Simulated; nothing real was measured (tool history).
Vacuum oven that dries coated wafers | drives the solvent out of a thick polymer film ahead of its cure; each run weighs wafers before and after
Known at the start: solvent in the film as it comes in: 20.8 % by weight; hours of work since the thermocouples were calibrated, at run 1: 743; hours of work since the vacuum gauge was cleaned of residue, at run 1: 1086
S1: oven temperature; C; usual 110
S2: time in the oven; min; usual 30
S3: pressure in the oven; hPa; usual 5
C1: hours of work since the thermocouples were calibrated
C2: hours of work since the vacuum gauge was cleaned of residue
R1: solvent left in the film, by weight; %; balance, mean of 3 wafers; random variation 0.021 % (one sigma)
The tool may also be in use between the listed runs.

{"run": 1, "hour": 0.0, "S1": 110, "S2": 30, "S3": 5, "C1": 743, "C2": 1086, "R1": 1.93}
{"run": 2, "hour": 78.7, "S1": 110, "S2": 30, "S3": 5, "C1": 800, "C2": 1143, "R1": 1.93}
{"run": 3, "hour": 117.1, "S1": 110, "S2": 30, "S3": 6.94, "C1": 827, "C2": 1170, "R1": 2.03}
{"run": 4, "hour": 160.1, "S1": 110, "S2": 30, "S3": 6.94, "C1": 858, "C2": 1201, "R1": 2.03}
{"run": 5, "hour": 239.2, "S1": 111, "S2": 30, "S3": 6.94, "C1": 915, "C2": 1258, "R1": 1.89}
{"run": 6, "hour": 311.7, "S1": 110, "S2": 30, "S3": 5, "C1": 967, "C2": 1310, "R1": 1.98}
{"run": 7, "hour": 381.2, "S1": 110, "S2": 30, "S3": 5, "C1": 1016, "C2": 1360, "R1": 1.97}
{"hour": 439.4, "done": "oven's thermocouples calibrated"}
{"run": 8, "hour": 439.4, "S1": 110, "S2": 30, "S3": 5, "C1": 0, "C2": 1400, "R1": 1.92}
{"run": 9, "hour": 501.4, "S1": 110, "S2": 30, "S3": 5, "C1": 44, "C2": 1444, "R1": 1.97}
{"run": 10, "hour": 561.1, "S1": 108, "S2": 36, "S3": 8.92, "C1": 87, "C2": 1487, "R1": 1.78}
{"run": 11, "hour": 625.2, "S1": 112, "S2": 28, "S3": 15.56, "C1": 133, "C2": 1533, "R1": 2.23}
{"run": 12, "hour": 664.6, "S1": 112, "S2": 28, "S3": 15.56, "C1": 161, "C2": 1561, "R1": 2.22}
{"run": 13, "hour": 699.1, "S1": 112, "S2": 28, "S3": 15.56, "C1": 186, "C2": 1586, "R1": 2.24}
{"run": 14, "hour": 758.0, "S1": 112, "S2": 27, "S3": 3.81, "C1": 228, "C2": 1628, "R1": 2}
{"run": 15, "hour": 801.4, "S1": 103, "S2": 30, "S3": 5, "C1": 259, "C2": 1659, "R1": 3.51}
{"run": 16, "hour": 863.4, "S1": 103, "S2": 30, "S3": 5, "C1": 304, "C2": 1704, "R1": 3.48}
{"run": 17, "hour": 926.8, "S1": 103, "S2": 30, "S3": 5, "C1": 349, "C2": 1749, "R1": 3.47}

Forecast each of these 3 alternatives for the next run:
{"hour": 974.4, "done": "vacuum gauge cleaned of residue and calibrated"}
{"run": "A", "hour": 993.3, "S1": 120, "S2": 22, "S3": 13.45, "C1": 396, "C2": 14, "R1": "?"}
{"hour": 974.4, "done": "vacuum gauge cleaned of residue and calibrated"}
{"run": "B", "hour": 993.3, "S1": 113, "S2": 30, "S3": 19.02, "C1": 396, "C2": 14, "R1": "?"}
{"hour": 974.4, "done": "vacuum gauge cleaned of residue and calibrated"}
{"run": "C", "hour": 993.3, "S1": 119, "S2": 25, "S3": 19.03, "C1": 396, "C2": 14, "R1": "?"}

run=A R1=1.66
run=B R1=1.92
run=C R1=1.59
Without the tool's hidden state the same runs would have given:
run=A R1=1.66
run=B R1=1.92
run=C R1=1.59

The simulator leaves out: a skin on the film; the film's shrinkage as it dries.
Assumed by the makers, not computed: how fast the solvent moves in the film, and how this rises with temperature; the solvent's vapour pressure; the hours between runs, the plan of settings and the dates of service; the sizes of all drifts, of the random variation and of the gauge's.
